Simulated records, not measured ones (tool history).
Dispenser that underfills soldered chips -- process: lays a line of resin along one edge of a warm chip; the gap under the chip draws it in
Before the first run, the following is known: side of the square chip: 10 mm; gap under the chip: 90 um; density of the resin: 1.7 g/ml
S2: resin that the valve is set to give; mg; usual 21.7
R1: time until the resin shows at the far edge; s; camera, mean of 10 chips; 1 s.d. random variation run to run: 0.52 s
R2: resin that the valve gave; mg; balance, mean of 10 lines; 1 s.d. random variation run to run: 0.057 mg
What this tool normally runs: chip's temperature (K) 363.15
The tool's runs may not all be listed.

run 1 hour=0.0 | chip's_temperature_(K)=363.15 S2=21.7 | R1=52.4 R2=21.55
run 2 hour=3.2 | chip's_temperature_(K)=363.15 S2=21.7 | R1=63.0 R2=21.52
-- hour=6.8 new syringe of resin
run 3 hour=6.8 | chip's_temperature_(K)=363.15 S2=21.7 | R1=42.8 R2=21.54
run 4 hour=10.2 | chip's_temperature_(K)=363.15 S2=21.7 | R1=50.1 R2=21.47
run 5 hour=12.6 | chip's_temperature_(K)=358.15 S2=21.7 | R1=66.3 R2=21.39
-- hour=17.4 new syringe of resin
run 6 hour=17.4 | chip's_temperature_(K)=358.15 S2=21.7 | R1=50.8 R2=21.39
run 7 hour=22.6 | chip's_temperature_(K)=358.15 S2=20.4 | R1=68.0 R2=20.20
run 8 hour=25.1 | chip's_temperature_(K)=358.15 S2=20.4 | R1=77.3 R2=20.09
-- hour=28.1 new syringe of resin
run 9 hour=29.7 | chip's_temperature_(K)=363.15 S2=27.3 | R1=47.2 R2=26.87
run 10 hour=34.7 | chip's_temperature_(K)=363.15 S2=21.7 | R1=61.0 R2=21.24
run 11 hour=37.4 | chip's_temperature_(K)=363.15 S2=27.5 | R1=70.3 R2=26.92
-- hour=38.4 new syringe of resin
run 12 hour=43.5 | chip's_temperature_(K)=363.15 S2=27.5 | R1=55.8 R2=26.90
run 13 hour=47.6 | chip's_temperature_(K)=363.15 S2=21.7 | R1=70.9 R2=21.13
-- hour=49.1 new syringe of resin
run 14 hour=50.5 | chip's_temperature_(K)=363.15 S2=21.2 | R1=47.8 R2=20.57
run 15 hour=53.8 | chip's_temperature_(K)=364.15 S2=21.7 | R1=53.9 R2=21.09
run 16 hour=57.6 | chip's_temperature_(K)=364.15 S2=21.7 | R1=66.7 R2=21.11
-- hour=59.6 new syringe of resin
run 17 hour=61.2 | chip's_temperature_(K)=364.15 S2=21.7 | R1=45.7 R2=21.08
run 18 hour=64.4 | chip's_temperature_(K)=376.15 S2=21.7 | R1=39.4 R2=21.12

Predict the results of run 19:
run 19 hour=69.1 | chip's_temperature_(K)=352.15 S2=28.2 | R1=? R2=?

Run 19 came out at R1 96.9 s, R2 27.39 mg.
Were there no unlogged condition in the tool, this run, its random variation unchanged, would have produced R1 57.9 s, R2 28.25 mg.
